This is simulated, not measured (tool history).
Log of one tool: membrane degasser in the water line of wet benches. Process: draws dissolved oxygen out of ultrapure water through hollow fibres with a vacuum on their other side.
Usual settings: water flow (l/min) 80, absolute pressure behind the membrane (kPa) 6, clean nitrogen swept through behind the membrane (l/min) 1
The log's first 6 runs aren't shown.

run	hour	water flow (l/min)	absolute pressure behind the membrane (kPa)	clean nitrogen swept through behind the membrane (l/min)	hours since the membrane was changed	hours since the vacuum gauge was calibrated	hours since the vacuum lines were made tight	dissolved oxygen in the water behind the degasser (ppb)	pressure that the water loses in the fibres (kPa)
7	510	80	8.55	1	1421	7143	6817	881	33.23
8	626.2	80	8.55	1	1537	7259	6933	876.6	33.61
9	725.7	80	8.55	1	1637	7359	7033	890.3	33.25
10	850.4	80	8.55	1	1761	7483	7157	899.9	33.77
11	942.3	99	6	1	1853	7575	7249	738.7	41.48
12	1033.1	99	6	1	1944	7666	7340	741.8	40.99
13	1093.5	99	6	1	2004	7727	7401	743.8	41.4
14	1177.5	80	6	1	2088	7810	7484	599.4	33.52
15	1278.4	80	6	1.76	2189	7911	7585	483.7	33.52
16	1381.7	80	6	1.76	2293	8015	7689	482.5	33.34
17	1440.5	69	6.47	2.93	2351	8074	7748	347.8	29.09
18	1521.7	69	6.86	0.68	2433	8155	7829	726.7	28.92
19	1635	80	10.47	1	2546	8268	7942	1099.8	33.62
20	1731.9	52	5.6	1	2643	8365	8039	340.1	21.92
21	1792.9	80	11.34	2.1	2704	8426	8100	823.1	33.82
22	1874.6	104	14.55	2.1	2786	8508	8182	1288.2	43.82
23	1939.4	104	12.61	2.1	2850	8572	8246	1143	43.97
24	2009.9	104	12.61	2.1	2921	8643	8317	1151.4	43.7
25	2103.6	66	7.62	0.5	3015	8737	8411	932.2	27.91

Run 26 comes next. What will it give?
26	2192.4	80	6.93	1	3103	8825	8499	?	?

dissolved oxygen in the water behind the degasser (ppb): 716.4
pressure that the water loses in the fibres (kPa): 33.57
Without the tool's hidden state the same run would have given dissolved oxygen in the water behind the degasser (ppb) 677.6, pressure that the water loses in the fibres (kPa) 32.74.
